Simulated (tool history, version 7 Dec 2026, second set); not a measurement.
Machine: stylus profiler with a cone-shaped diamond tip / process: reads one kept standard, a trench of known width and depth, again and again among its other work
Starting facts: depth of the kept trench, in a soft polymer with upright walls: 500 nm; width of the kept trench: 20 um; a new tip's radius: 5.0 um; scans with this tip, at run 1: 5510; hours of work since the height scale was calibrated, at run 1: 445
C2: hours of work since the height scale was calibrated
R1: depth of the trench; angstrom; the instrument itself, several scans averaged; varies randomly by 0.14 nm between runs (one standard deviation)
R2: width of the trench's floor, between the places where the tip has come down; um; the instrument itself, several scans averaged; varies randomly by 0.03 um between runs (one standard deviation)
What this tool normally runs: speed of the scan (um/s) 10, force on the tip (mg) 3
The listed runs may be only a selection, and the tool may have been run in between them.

Run 1, hour 0: usual settings; scans with this tip 5510; C2 445. Result: R1 5055.7 angstrom, R2 14.33 um.
Run 2, hour 28.7: usual settings; scans with this tip 5769; C2 466. Result: R1 5054.2 angstrom, R2 14.35 um.
Run 3, hour 46.7: usual settings; scans with this tip 5931; C2 479. Result: R1 5053 angstrom, R2 14.32 um.
Run 4, hour 64.4: usual settings; scans with this tip 6090; C2 492. Result: R1 5055 angstrom, R2 14.27 um.
Run 5, hour 86: usual settings; scans with this tip 6286; C2 508. Result: R1 5050 angstrom, R2 14.26 um.
Run 6, hour 110.7: usual settings; scans with this tip 6508; C2 526. Result: R1 5053.8 angstrom, R2 14.27 um.
At hour 114.9: height scale calibrated on a step standard.
Run 7, hour 138.7: usual settings but force on the tip (mg) 5.06; scans with this tip 6756; C2 17. Result: R1 5077.3 angstrom, R2 14.17 um.
Run 8, hour 162.4: usual settings but speed of the scan (um/s) 8, force on the tip (mg) 2.97; scans with this tip 6970; C2 35. Result: R1 5057.4 angstrom, R2 14.15 um.
Run 9, hour 184.6: usual settings but speed of the scan (um/s) 5, force on the tip (mg) 1.48; scans with this tip 7170; C2 51. Result: R1 5043.1 angstrom, R2 14.22 um.
Run 10, hour 216.8: usual settings but speed of the scan (um/s) 5, force on the tip (mg) 1.48; scans with this tip 7461; C2 74. Result: R1 5042.2 angstrom, R2 14.03 um.
At hour 225.7: height scale calibrated on a step standard, once more.
Run 11, hour 246.7: usual settings but speed of the scan (um/s) 4; scans with this tip 7726; C2 15. Result: R1 5048.7 angstrom, R2 14.02 um.
Run 12, hour 276.8: usual settings but speed of the scan (um/s) 4, force on the tip (mg) 1.19; scans with this tip 7997; C2 37. Result: R1 5023.7 angstrom, R2 13.98 um.
Run 13, hour 306.1: usual settings but speed of the scan (um/s) 4, force on the tip (mg) 1.19; scans with this tip 8261; C2 59. Result: R1 5023.4 angstrom, R2 13.95 um.

Take each entry between the runs: how does the hidden state at the last listed run before it differ from the hidden state at the first listed run after it?
After run 6, before run 7: height scale calibrated on a step standard (hour 114.9)
  radius of the tip, um: 8.46 -> 8.59; height scale over the true one, %: 0.213 -> 0.298
  measured value less the no-hidden-state value, R1: +10.7 -> +15 angstrom; R2: -1.37 -> -1.42 um
After run 10, before run 11: height scale calibrated on a step standard, once more (hour 225.7)
  radius of the tip, um: 8.94 -> 9.06; height scale over the true one, %: 0.325 -> 0.007
  measured value less the no-hidden-state value, R1: +16.3 -> +0.4 angstrom; R2: -1.54 -> -1.58 um

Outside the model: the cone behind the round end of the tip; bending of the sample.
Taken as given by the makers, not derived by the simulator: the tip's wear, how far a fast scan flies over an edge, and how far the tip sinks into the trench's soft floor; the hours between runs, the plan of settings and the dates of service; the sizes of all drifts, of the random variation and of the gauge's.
